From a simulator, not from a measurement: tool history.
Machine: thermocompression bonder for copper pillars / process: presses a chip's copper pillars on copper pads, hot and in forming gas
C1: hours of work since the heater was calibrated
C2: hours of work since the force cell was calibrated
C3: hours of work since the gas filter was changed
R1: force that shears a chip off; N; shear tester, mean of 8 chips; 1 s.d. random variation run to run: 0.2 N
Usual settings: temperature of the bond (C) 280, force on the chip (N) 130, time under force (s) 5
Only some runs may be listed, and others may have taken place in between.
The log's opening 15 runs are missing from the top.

{"run": 16, "hour": 350.5, "temperature of the bond (C)": 265, "force on the chip (N)": 120, "time under force (s)": 5, "C1": 792, "C2": 632, "C3": 231, "R1": 44.8}
{"hour": 368.0, "done": "gauge calibrated"}
{"run": 17, "hour": 381.7, "temperature of the bond (C)": 265, "force on the chip (N)": 120, "time under force (s)": 5, "C1": 804, "C2": 645, "C3": 244, "R1": 44.2}
{"run": 18, "hour": 404.3, "temperature of the bond (C)": 265, "force on the chip (N)": 120, "time under force (s)": 5, "C1": 814, "C2": 654, "C3": 253, "R1": 44}
{"run": 19, "hour": 433.2, "temperature of the bond (C)": 265, "force on the chip (N)": 120, "time under force (s)": 5, "C1": 825, "C2": 666, "C3": 265, "R1": 44}
{"run": 20, "hour": 459.0, "temperature of the bond (C)": 265, "force on the chip (N)": 120, "time under force (s)": 5, "C1": 836, "C2": 677, "C3": 275, "R1": 44.1}
{"run": 21, "hour": 490.6, "temperature of the bond (C)": 265, "force on the chip (N)": 120, "time under force (s)": 5, "C1": 849, "C2": 689, "C3": 288, "R1": 44.2}
{"run": 22, "hour": 521.9, "temperature of the bond (C)": 257, "force on the chip (N)": 82, "time under force (s)": 4, "C1": 862, "C2": 702, "C3": 301, "R1": 28.5}
{"run": 23, "hour": 544.6, "temperature of the bond (C)": 260, "force on the chip (N)": 155, "time under force (s)": 7, "C1": 871, "C2": 712, "C3": 310, "R1": 53.5}
{"run": 24, "hour": 567.9, "temperature of the bond (C)": 266, "force on the chip (N)": 80, "time under force (s)": 5, "C1": 880, "C2": 721, "C3": 320, "R1": 36.2}
{"run": 25, "hour": 591.1, "temperature of the bond (C)": 280, "force on the chip (N)": 132, "time under force (s)": 5, "C1": 890, "C2": 731, "C3": 329, "R1": 57.5}
{"run": 26, "hour": 608.6, "temperature of the bond (C)": 310, "force on the chip (N)": 131, "time under force (s)": 9, "C1": 897, "C2": 738, "C3": 337, "R1": 92.4}
{"hour": 629.9, "done": "heater calibrated with a thermocouple chip"}
{"run": 27, "hour": 642.4, "temperature of the bond (C)": 310, "force on the chip (N)": 131, "time under force (s)": 9, "C1": 5, "C2": 751, "C3": 350, "R1": 92.2}
{"hour": 657.0, "done": "gauge calibrated"}
{"run": 28, "hour": 668.3, "temperature of the bond (C)": 310, "force on the chip (N)": 131, "time under force (s)": 9, "C1": 16, "C2": 761, "C3": 360, "R1": 90.4}
{"run": 29, "hour": 690.4, "temperature of the bond (C)": 310, "force on the chip (N)": 165, "time under force (s)": 9, "C1": 25, "C2": 770, "C3": 369, "R1": 97.1}
{"run": 30, "hour": 717.4, "temperature of the bond (C)": 296, "force on the chip (N)": 104, "time under force (s)": 3, "C1": 36, "C2": 781, "C3": 380, "R1": 50.8}
{"run": 31, "hour": 736.1, "temperature of the bond (C)": 296, "force on the chip (N)": 104, "time under force (s)": 3, "C1": 43, "C2": 789, "C3": 388, "R1": 50.7}
{"run": 32, "hour": 762.4, "temperature of the bond (C)": 296, "force on the chip (N)": 104, "time under force (s)": 3, "C1": 54, "C2": 800, "C3": 399, "R1": 50.7}
{"run": 33, "hour": 781.0, "temperature of the bond (C)": 280, "force on the chip (N)": 79, "time under force (s)": 5, "C1": 62, "C2": 807, "C3": 406, "R1": 43.5}
{"run": 34, "hour": 804.1, "temperature of the bond (C)": 285, "force on the chip (N)": 79, "time under force (s)": 9, "C1": 71, "C2": 817, "C3": 416, "R1": 57.9}
{"run": 35, "hour": 822.8, "temperature of the bond (C)": 277, "force on the chip (N)": 121, "time under force (s)": 5, "C1": 79, "C2": 824, "C3": 423, "R1": 52.2}
{"run": 36, "hour": 853.1, "temperature of the bond (C)": 277, "force on the chip (N)": 121, "time under force (s)": 5, "C1": 91, "C2": 837, "C3": 436, "R1": 52.4}
{"run": 37, "hour": 870.9, "temperature of the bond (C)": 280, "force on the chip (N)": 135, "time under force (s)": 5, "C1": 99, "C2": 844, "C3": 443, "R1": 57.3}
{"run": 38, "hour": 894.4, "temperature of the bond (C)": 262, "force on the chip (N)": 157, "time under force (s)": 4, "C1": 108, "C2": 854, "C3": 453, "R1": 44.9}
{"run": 39, "hour": 924.3, "temperature of the bond (C)": 279, "force on the chip (N)": 156, "time under force (s)": 8, "C1": 120, "C2": 866, "C3": 465, "R1": 71.6}

Branching from run 39: 4 alternative next runs. What would each branch give?
{"run": "A", "hour": 940.1, "temperature of the bond (C)": 301, "force on the chip (N)": 123, "time under force (s)": 5, "C1": 127, "C2": 872, "C3": 471, "R1": "?"}
{"run": "B", "hour": 940.1, "temperature of the bond (C)": 301, "force on the chip (N)": 101, "time under force (s)": 5, "C1": 127, "C2": 872, "C3": 471, "R1": "?"}
{"run": "C", "hour": 940.1, "temperature of the bond (C)": 280, "force on the chip (N)": 130, "time under force (s)": 6, "C1": 127, "C2": 872, "C3": 471, "R1": "?"}
{"run": "D", "hour": 940.1, "temperature of the bond (C)": 282, "force on the chip (N)": 130, "time under force (s)": 5, "C1": 127, "C2": 872, "C3": 471, "R1": "?"}

run=A R1=70.4
run=B R1=64.8
run=C R1=60.8
run=D R1=58.5
The same runs, with their run-to-run variation unchanged, on a tool lacking any hidden condition would have given:
run=A R1=69.2
run=B R1=63.7
run=C R1=59.8
run=D R1=57.5
